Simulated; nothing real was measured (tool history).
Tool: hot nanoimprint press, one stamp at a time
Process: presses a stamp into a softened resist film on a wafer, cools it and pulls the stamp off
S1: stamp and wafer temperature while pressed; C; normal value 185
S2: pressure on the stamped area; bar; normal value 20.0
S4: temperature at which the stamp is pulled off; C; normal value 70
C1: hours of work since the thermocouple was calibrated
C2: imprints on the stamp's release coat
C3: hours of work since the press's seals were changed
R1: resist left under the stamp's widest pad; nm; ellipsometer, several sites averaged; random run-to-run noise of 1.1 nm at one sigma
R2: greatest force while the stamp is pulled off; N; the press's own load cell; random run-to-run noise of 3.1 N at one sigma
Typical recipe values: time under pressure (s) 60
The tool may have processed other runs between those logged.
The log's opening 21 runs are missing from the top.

Run 22, hour 455.8: usual settings but S1 178 C, S2 28.9 bar, time under pressure (s) 77, S4 74 C; C1 60; C2 599; C3 1096. Result: R1 192.0 nm, R2 187 N.
At hour 469.3: press's hydraulic seals changed and the load cell set to zero.
Run 23, hour 487.7: usual settings but S1 178 C, S2 31.4 bar; C1 75; C2 694; C3 12. Result: R1 198.8 nm, R2 208 N.
Run 24, hour 502.2: usual settings but S1 178 C, S2 31.4 bar; C1 85; C2 753; C3 21. Result: R1 201.5 nm, R2 208 N.
Run 25, hour 528.4: usual settings but S1 191 C, S2 31.4 bar; C1 102; C2 858; C3 38. Result: R1 122.9 nm, R2 215 N.
Run 26, hour 547.3: usual settings but S1 177 C, time under pressure (s) 37, S4 60 C; C1 114; C2 934; C3 50. Result: R1 276.4 nm, R2 279 N.
Run 27, hour 579.2: usual settings but S1 177 C, time under pressure (s) 38, S4 60 C; C1 134; C2 1062; C3 71. Result: R1 275.3 nm, R2 286 N.
Run 28, hour 600.2: usual settings but S1 184 C, time under pressure (s) 114, S4 64 C; C1 148; C2 1147; C3 84. Result: R1 148.4 nm, R2 261 N.
At hour 635.2: stamp cleaned and given a new release coat.
Run 29, hour 636.7: usual settings but S1 184 C, time under pressure (s) 114, S4 64 C; C1 168; C2 6; C3 104. Result: R1 148.5 nm, R2 222 N.

The next listed run, before its measurement:
Run 30, hour 650.1: usual settings but S1 186 C, S4 61 C; C1 176; C2 60; C3 113. Result: R1 ?, R2 ?.

R1: 180.1 nm
R2: 244 N
If the tool had no hidden condition, the same run with the same run-to-run variation would have returned R1 174.8 nm, R2 238 N.
